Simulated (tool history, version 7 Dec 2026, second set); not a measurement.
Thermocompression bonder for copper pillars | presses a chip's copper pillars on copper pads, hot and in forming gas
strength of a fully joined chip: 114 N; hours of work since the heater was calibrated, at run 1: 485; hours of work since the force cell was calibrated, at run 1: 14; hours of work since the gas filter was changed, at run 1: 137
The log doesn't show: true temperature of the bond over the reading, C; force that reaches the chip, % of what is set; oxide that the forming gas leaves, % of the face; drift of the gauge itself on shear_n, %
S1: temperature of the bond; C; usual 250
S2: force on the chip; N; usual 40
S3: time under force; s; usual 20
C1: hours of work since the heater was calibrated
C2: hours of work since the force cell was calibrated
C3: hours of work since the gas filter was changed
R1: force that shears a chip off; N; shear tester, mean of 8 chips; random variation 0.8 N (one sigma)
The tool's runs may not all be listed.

run 1 day=0.000 | S1=250 S2=40 S3=20 | C1=485 C2=14 C3=137 | R1=76.8
run 2 day=0.242 | S1=250 S2=40 S3=34 | C1=488 C2=17 C3=140 | R1=87.6
run 3 day=0.517 | S1=250 S2=40 S3=34 | C1=491 C2=20 C3=143 | R1=88.1
run 4 day=0.746 | S1=250 S2=40 S3=20 | C1=493 C2=22 C3=145 | R1=77.7
run 5 day=1.000 | S1=250 S2=40 S3=20 | C1=496 C2=25 C3=148 | R1=76.4
run 6 day=1.400 | S1=250 S2=43 S3=20 | C1=500 C2=29 C3=152 | R1=78.8
run 7 day=1.704 | S1=250 S2=43 S3=20 | C1=503 C2=33 C3=155 | R1=79.3
run 8 day=1.996 | S1=250 S2=43 S3=20 | C1=506 C2=36 C3=158 | R1=78.8
run 9 day=2.225 | S1=250 S2=43 S3=20 | C1=509 C2=38 C3=161 | R1=80.9
run 10 day=2.625 | S1=250 S2=43 S3=20 | C1=513 C2=42 C3=165 | R1=79.5
run 11 day=2.821 | S1=250 S2=43 S3=20 | C1=515 C2=44 C3=167 | R1=80.1
run 12 day=3.083 | S1=250 S2=43 S3=20 | C1=518 C2=47 C3=170 | R1=79.9
run 13 day=3.396 | S1=255 S2=30 S3=20 | C1=521 C2=50 C3=173 | R1=67.1
run 14 day=3.725 | S1=255 S2=30 S3=20 | C1=525 C2=54 C3=177 | R1=68.1
run 15 day=4.029 | S1=250 S2=25 S3=20 | C1=528 C2=57 C3=180 | R1=56.1
-- day=4.121 force cell calibrated
run 16 day=4.325 | S1=254 S2=29 S3=10 | C1=530 C2=2 C3=182 | R1=50.5
run 17 day=4.717 | S1=255 S2=45 S3=31 | C1=534 C2=6 C3=186 | R1=90.4
-- day=4.988 force cell calibrated, once more
run 18 day=5.129 | S1=255 S2=45 S3=31 | C1=538 C2=2 C3=190 | R1=91.1
run 19 day=5.442 | S1=250 S2=36 S3=25 | C1=542 C2=5 C3=194 | R1=75.9
run 20 day=5.658 | S1=251 S2=30 S3=13 | C1=544 C2=7 C3=196 | R1=55.2
run 21 day=5.954 | S1=260 S2=33 S3=20 | C1=547 C2=10 C3=199 | R1=73.6
run 22 day=6.233 | S1=256 S2=52 S3=22 | C1=550 C2=13 C3=202 | R1=89.2
run 23 day=6.504 | S1=277 S2=27 S3=12 | C1=553 C2=16 C3=205 | R1=64.1
run 24 day=6.879 | S1=277 S2=27 S3=12 | C1=557 C2=20 C3=209 | R1=65.2

How the hidden state differs across the entries between the runs, from the last listed run before each to the first after it:
Between runs 15 and 16: force cell calibrated (day 4.121)
  force that reaches the chip, % of what is set: 99.6 -> 99.4; oxide that the forming gas leaves, % of the face: 4.27 -> 4.33
  measured less the result without the state, R1: -4.8 -> -4.7 N
Between runs 17 and 18: force cell calibrated, once more (day 4.988)
  oxide that the forming gas leaves, % of the face: 4.42 -> 4.5
  measured less the result without the state, R1: -5.9 -> -6.0 N

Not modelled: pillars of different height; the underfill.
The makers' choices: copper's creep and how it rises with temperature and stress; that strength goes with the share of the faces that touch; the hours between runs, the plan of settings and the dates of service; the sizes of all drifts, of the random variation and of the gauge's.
